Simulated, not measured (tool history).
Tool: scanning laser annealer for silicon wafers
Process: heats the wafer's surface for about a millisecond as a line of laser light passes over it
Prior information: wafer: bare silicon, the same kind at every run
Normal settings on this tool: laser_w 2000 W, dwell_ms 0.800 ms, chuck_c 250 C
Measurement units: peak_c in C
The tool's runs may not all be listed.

{"run": 1, "hour": 0.0, "laser_w": 2000, "dwell_ms": 0.8, "chuck_c": 250, "peak_c": 1058}
{"run": 2, "hour": 12.3, "laser_w": 2000, "dwell_ms": 0.8, "chuck_c": 250, "peak_c": 1061}
{"run": 3, "hour": 25.1, "laser_w": 2000, "dwell_ms": 0.8, "chuck_c": 250, "peak_c": 1057}
{"run": 4, "hour": 36.7, "laser_w": 2000, "dwell_ms": 0.8, "chuck_c": 253, "peak_c": 1061}
{"run": 5, "hour": 47.0, "laser_w": 2000, "dwell_ms": 0.8, "chuck_c": 243, "peak_c": 1053}
{"run": 6, "hour": 58.5, "laser_w": 1965, "dwell_ms": 0.8, "chuck_c": 250, "peak_c": 1040}
{"run": 7, "hour": 65.7, "laser_w": 1965, "dwell_ms": 0.8, "chuck_c": 211, "peak_c": 1006}
{"run": 8, "hour": 71.8, "laser_w": 1965, "dwell_ms": 0.8, "chuck_c": 211, "peak_c": 1000}
{"run": 9, "hour": 77.9, "laser_w": 1965, "dwell_ms": 0.8, "chuck_c": 211, "peak_c": 1002}
{"run": 10, "hour": 86.1, "laser_w": 1965, "dwell_ms": 0.8, "chuck_c": 211, "peak_c": 1002}
{"run": 11, "hour": 92.6, "laser_w": 1965, "dwell_ms": 0.8, "chuck_c": 211, "peak_c": 1003}
{"run": 12, "hour": 100.4, "laser_w": 1965, "dwell_ms": 0.8, "chuck_c": 211, "peak_c": 1002}
{"run": 13, "hour": 110.1, "laser_w": 2000, "dwell_ms": 0.8, "chuck_c": 250, "peak_c": 1058}
{"run": 14, "hour": 117.2, "laser_w": 2000, "dwell_ms": 0.8, "chuck_c": 250, "peak_c": 1060}
{"run": 15, "hour": 126.1, "laser_w": 2000, "dwell_ms": 0.8, "chuck_c": 250, "peak_c": 1056}
{"run": 16, "hour": 139.4, "laser_w": 2000, "dwell_ms": 0.8, "chuck_c": 250, "peak_c": 1060}
{"run": 17, "hour": 149.4, "laser_w": 2000, "dwell_ms": 0.8, "chuck_c": 250, "peak_c": 1061}
{"run": 18, "hour": 161.7, "laser_w": 2000, "dwell_ms": 0.8, "chuck_c": 250, "peak_c": 1054}
{"run": 19, "hour": 168.2, "laser_w": 2000, "dwell_ms": 0.84, "chuck_c": 229, "peak_c": 1056}
{"run": 20, "hour": 182.3, "laser_w": 1825, "dwell_ms": 0.725, "chuck_c": 250, "peak_c": 939}
{"run": 21, "hour": 193.7, "laser_w": 2026, "dwell_ms": 0.647, "chuck_c": 247, "peak_c": 986}
{"run": 22, "hour": 205.9, "laser_w": 2026, "dwell_ms": 0.647, "chuck_c": 247, "peak_c": 980}
{"run": 23, "hour": 215.9, "laser_w": 2144, "dwell_ms": 0.647, "chuck_c": 229, "peak_c": 1021}
{"run": 24, "hour": 230.3, "laser_w": 2144, "dwell_ms": 0.647, "chuck_c": 229, "peak_c": 1021}
{"run": 25, "hour": 239.0, "laser_w": 2144, "dwell_ms": 0.647, "chuck_c": 233, "peak_c": 1021}
{"hour": 252.1, "done": "optics aligned, line set to its width"}
{"run": 26, "hour": 256.5, "laser_w": 2000, "dwell_ms": 0.966, "chuck_c": 214, "peak_c": 1103}
{"run": 27, "hour": 264.4, "laser_w": 2000, "dwell_ms": 0.914, "chuck_c": 213, "peak_c": 1078}
{"run": 28, "hour": 273.6, "laser_w": 1888, "dwell_ms": 0.928, "chuck_c": 250, "peak_c": 1060}
{"run": 29, "hour": 280.1, "laser_w": 2078, "dwell_ms": 0.744, "chuck_c": 242, "peak_c": 1058}

Run 30 is up next; what results do you expect?
{"run": 30, "hour": 288.2, "laser_w": 2078, "dwell_ms": 0.744, "chuck_c": 242, "peak_c": "?"}

peak_c: 1058 C
On a tool with no hidden condition, and with the same random variation, this run would have come out at peak_c 1058 C.

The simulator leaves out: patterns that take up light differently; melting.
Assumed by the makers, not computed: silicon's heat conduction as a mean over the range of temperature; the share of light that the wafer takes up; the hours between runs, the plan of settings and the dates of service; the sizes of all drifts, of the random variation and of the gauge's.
